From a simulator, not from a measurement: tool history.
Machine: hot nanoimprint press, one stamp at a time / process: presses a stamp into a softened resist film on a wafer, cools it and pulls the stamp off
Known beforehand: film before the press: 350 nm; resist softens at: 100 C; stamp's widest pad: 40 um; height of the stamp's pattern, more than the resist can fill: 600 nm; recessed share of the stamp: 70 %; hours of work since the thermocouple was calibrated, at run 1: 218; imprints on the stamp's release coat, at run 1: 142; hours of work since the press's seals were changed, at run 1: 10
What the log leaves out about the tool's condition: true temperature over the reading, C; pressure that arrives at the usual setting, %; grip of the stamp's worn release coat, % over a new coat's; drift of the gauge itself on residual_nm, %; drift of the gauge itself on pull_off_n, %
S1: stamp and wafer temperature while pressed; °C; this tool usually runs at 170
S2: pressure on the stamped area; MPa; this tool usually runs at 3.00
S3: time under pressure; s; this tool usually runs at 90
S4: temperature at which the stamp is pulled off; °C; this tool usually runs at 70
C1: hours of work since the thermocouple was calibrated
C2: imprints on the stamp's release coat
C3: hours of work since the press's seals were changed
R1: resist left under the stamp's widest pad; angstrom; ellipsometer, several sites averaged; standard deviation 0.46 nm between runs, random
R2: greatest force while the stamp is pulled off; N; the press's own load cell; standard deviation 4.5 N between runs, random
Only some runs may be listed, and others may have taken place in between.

run 1 hour=0.0 | S1=170 S2=3.00 S3=90 S4=70 | C1=218 C2=142 C3=10 | R1=1906 R2=223
run 2 hour=4.8 | S1=170 S2=3.00 S3=90 S4=70 | C1=221 C2=165 C3=13 | R1=1903 R2=226
run 3 hour=14.1 | S1=170 S2=3.00 S3=90 S4=70 | C1=228 C2=209 C3=20 | R1=1899 R2=231
run 4 hour=21.5 | S1=170 S2=3.00 S3=90 S4=70 | C1=233 C2=244 C3=25 | R1=1904 R2=225
run 5 hour=26.0 | S1=170 S2=3.00 S3=90 S4=70 | C1=236 C2=265 C3=28 | R1=1902 R2=232
run 6 hour=33.1 | S1=170 S2=3.00 S3=90 S4=70 | C1=241 C2=299 C3=33 | R1=1908 R2=244
run 7 hour=43.0 | S1=170 S2=3.00 S3=90 S4=70 | C1=248 C2=346 C3=39 | R1=1901 R2=237
run 8 hour=49.6 | S1=170 S2=3.00 S3=90 S4=70 | C1=252 C2=377 C3=44 | R1=1897 R2=244
run 9 hour=60.8 | S1=170 S2=3.00 S3=90 S4=70 | C1=260 C2=431 C3=52 | R1=1898 R2=241
run 10 hour=71.1 | S1=170 S2=3.00 S3=90 S4=70 | C1=267 C2=480 C3=59 | R1=1897 R2=245
run 11 hour=78.6 | S1=170 S2=3.00 S3=90 S4=70 | C1=272 C2=516 C3=64 | R1=1901 R2=249
run 12 hour=85.2 | S1=164 S2=3.00 S3=90 S4=70 | C1=277 C2=547 C3=68 | R1=2265 R2=255
run 13 hour=91.5 | S1=164 S2=3.00 S3=90 S4=70 | C1=281 C2=577 C3=73 | R1=2260 R2=256
run 14 hour=96.6 | S1=164 S2=3.00 S3=90 S4=70 | C1=284 C2=601 C3=76 | R1=2262 R2=245
run 15 hour=105.0 | S1=164 S2=3.00 S3=90 S4=70 | C1=290 C2=641 C3=82 | R1=2258 R2=256
run 16 hour=116.1 | S1=170 S2=3.00 S3=86 S4=72 | C1=298 C2=693 C3=90 | R1=1920 R2=257
run 17 hour=126.7 | S1=168 S2=3.00 S3=58 S4=70 | C1=305 C2=744 C3=97 | R1=2304 R2=259
run 18 hour=134.2 | S1=170 S2=3.00 S3=90 S4=72 | C1=310 C2=780 C3=102 | R1=1901 R2=259
run 19 hour=140.9 | S1=170 S2=3.00 S3=90 S4=72 | C1=315 C2=812 C3=107 | R1=1893 R2=254
run 20 hour=148.0 | S1=170 S2=3.00 S3=90 S4=72 | C1=320 C2=845 C3=111 | R1=1902 R2=260
run 21 hour=157.9 | S1=170 S2=1.89 S3=61 S4=59 | C1=326 C2=892 C3=118 | R1=2469 R2=318
run 22 hour=167.8 | S1=170 S2=2.93 S3=142 S4=70 | C1=333 C2=939 C3=125 | R1=1617 R2=291
run 23 hour=175.3 | S1=161 S2=1.88 S3=57 S4=78 | C1=338 C2=975 C3=130 | R1=2967 R2=247
run 24 hour=186.2 | S1=169 S2=3.00 S3=90 S4=70 | C1=346 C2=1027 C3=138 | R1=1943 R2=280
run 25 hour=192.4 | S1=165 S2=3.00 S3=90 S4=56 | C1=350 C2=1056 C3=142 | R1=2194 R2=344

Predict the results of run 26:
run 26 hour=199.0 | S1=181 S2=3.00 S3=90 S4=59 | C1=355 C2=1087 C3=146 | R1=? R2=?

{"run 26": {"R1": 1322, "R2": 342}}
Take away the tool's hidden state, keep the run-to-run variation as it was, and the same run would have given R1 1354 angstrom, R2 264 N.

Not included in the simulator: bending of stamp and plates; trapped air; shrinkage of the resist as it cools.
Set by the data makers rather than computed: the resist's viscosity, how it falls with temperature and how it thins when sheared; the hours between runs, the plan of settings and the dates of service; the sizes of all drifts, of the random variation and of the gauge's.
